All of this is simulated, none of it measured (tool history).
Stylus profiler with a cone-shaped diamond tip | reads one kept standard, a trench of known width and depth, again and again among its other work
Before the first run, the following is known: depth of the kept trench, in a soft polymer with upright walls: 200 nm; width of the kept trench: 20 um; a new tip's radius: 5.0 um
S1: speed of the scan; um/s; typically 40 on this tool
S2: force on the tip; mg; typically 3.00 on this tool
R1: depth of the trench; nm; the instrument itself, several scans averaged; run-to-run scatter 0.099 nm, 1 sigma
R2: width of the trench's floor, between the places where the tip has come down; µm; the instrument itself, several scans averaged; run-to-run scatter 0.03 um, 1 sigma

Run 1, hour 0.0: usual settings. Result: R1 203.65 nm, R2 16.87 µm.
Run 2, hour 18.2: usual settings. Result: R1 203.57 nm, R2 16.85 µm.
Run 3, hour 36.8: usual settings. Result: R1 203.82 nm, R2 16.81 µm.
Run 4, hour 52.1: usual settings but S1 54 um/s. Result: R1 203.64 nm, R2 16.79 µm.
Run 5, hour 66.9: usual settings but S1 13 um/s. Result: R1 203.53 nm, R2 16.92 µm.
Run 6, hour 81.6: usual settings but S1 13 um/s. Result: R1 203.35 nm, R2 16.94 µm.
Run 7, hour 97.6: usual settings but S2 3.98 mg. Result: R1 204.19 nm, R2 16.89 µm.
Run 8, hour 115.0: usual settings. Result: R1 203.50 nm, R2 16.82 µm.
Run 9, hour 133.0: usual settings but S2 6.91 mg. Result: R1 206.29 nm, R2 16.88 µm.
Run 10, hour 148.1: usual settings but S2 6.91 mg. Result: R1 206.28 nm, R2 16.90 µm.
Run 11, hour 168.7: usual settings but S2 6.91 mg. Result: R1 206.17 nm, R2 16.89 µm.
Run 12, hour 189.0: usual settings. Result: R1 203.55 nm, R2 16.82 µm.
Run 13, hour 203.7: usual settings. Result: R1 203.32 nm, R2 16.80 µm.
Run 14, hour 213.7: usual settings. Result: R1 203.31 nm, R2 16.83 µm.
Run 15, hour 227.7: usual settings. Result: R1 203.35 nm, R2 16.84 µm.
Run 16, hour 247.1: usual settings. Result: R1 203.33 nm, R2 16.84 µm.
Run 17, hour 256.9: usual settings. Result: R1 203.48 nm, R2 16.80 µm.
Run 18, hour 278.0: usual settings but S1 23 um/s, S2 6.69 mg. Result: R1 206.20 nm, R2 16.89 µm.
Run 19, hour 293.9: usual settings but S1 23 um/s, S2 6.69 mg. Result: R1 206.00 nm, R2 16.91 µm.
Run 20, hour 304.3: usual settings but S1 23 um/s, S2 6.43 mg. Result: R1 206.03 nm, R2 16.89 µm.
Run 21, hour 316.7: usual settings but S1 70 um/s, S2 2.90 mg. Result: R1 203.22 nm, R2 16.65 µm.
Run 22, hour 325.6: usual settings but S2 1.46 mg. Result: R1 202.14 nm, R2 16.70 µm.
Run 23, hour 337.2: usual settings but S1 129 um/s, S2 2.52 mg. Result: R1 203.06 nm, R2 16.37 µm.
Run 24, hour 347.0: usual settings but S1 129 um/s, S2 2.52 mg. Result: R1 203.01 nm, R2 16.38 µm.
Run 25, hour 357.1: usual settings but S1 47 um/s, S2 5.04 mg. Result: R1 205.08 nm, R2 16.78 µm.
Run 26, hour 376.0: usual settings but S1 65 um/s, S2 8.08 mg. Result: R1 206.97 nm, R2 16.80 µm.
Run 27, hour 386.2: usual settings but S1 61 um/s, S2 8.08 mg. Result: R1 207.11 nm, R2 16.80 µm.
Run 28, hour 396.4: usual settings but S1 24 um/s, S2 7.36 mg. Result: R1 206.49 nm, R2 16.85 µm.
Run 29, hour 414.5: usual settings but S1 20 um/s, S2 4.57 mg. Result: R1 204.69 nm, R2 16.81 µm.
Run 30, hour 431.1: usual settings but S1 19 um/s, S2 6.52 mg. Result: R1 205.80 nm, R2 16.85 µm.
Run 31, hour 445.2: usual settings but S1 66 um/s, S2 5.41 mg. Result: R1 205.24 nm, R2 16.69 µm.
Run 32, hour 459.0: usual settings but S1 11 um/s, S2 1.29 mg. Result: R1 201.62 nm, R2 16.86 µm.

A few steps of R1 between consecutive runs. Split each: what settings, incoming material and random variation would produce without the hidden state, and what is left over for the hidden state, along with gauge scatter present in only one of the two compared results (measured, and without hidden state):
What the log doesn't record here: radius of the tip, um; height scale over the true one, %; drift of the gauge itself on depth_nm, %; drift of the gauge itself on floor_um, %.
Run 1 -> 2: nothing adjusted, nothing logged. R1 -0.08 nm: hidden state -0.01, all else -0.07.
Run 3 -> 4: S1 40 -> 54. R1 -0.18 nm: hidden state -0.01, all else -0.17.
Run 8 -> 9: S2 3.00 -> 6.91. R1 +2.79 nm: hidden state -0.01, all else +2.80.
Run 20 -> 21: S1 23 -> 70, S2 6.43 -> 2.90. R1 -2.81 nm: hidden state -0.01, all else -2.80.
Run 24 -> 25: S1 129 -> 47, S2 2.52 -> 5.04. R1 +2.07 nm: hidden state -0.02, all else +2.09.
Run 31 -> 32: S1 66 -> 11, S2 5.41 -> 1.29. R1 -3.62 nm: hidden state -0.01, all else -3.61.
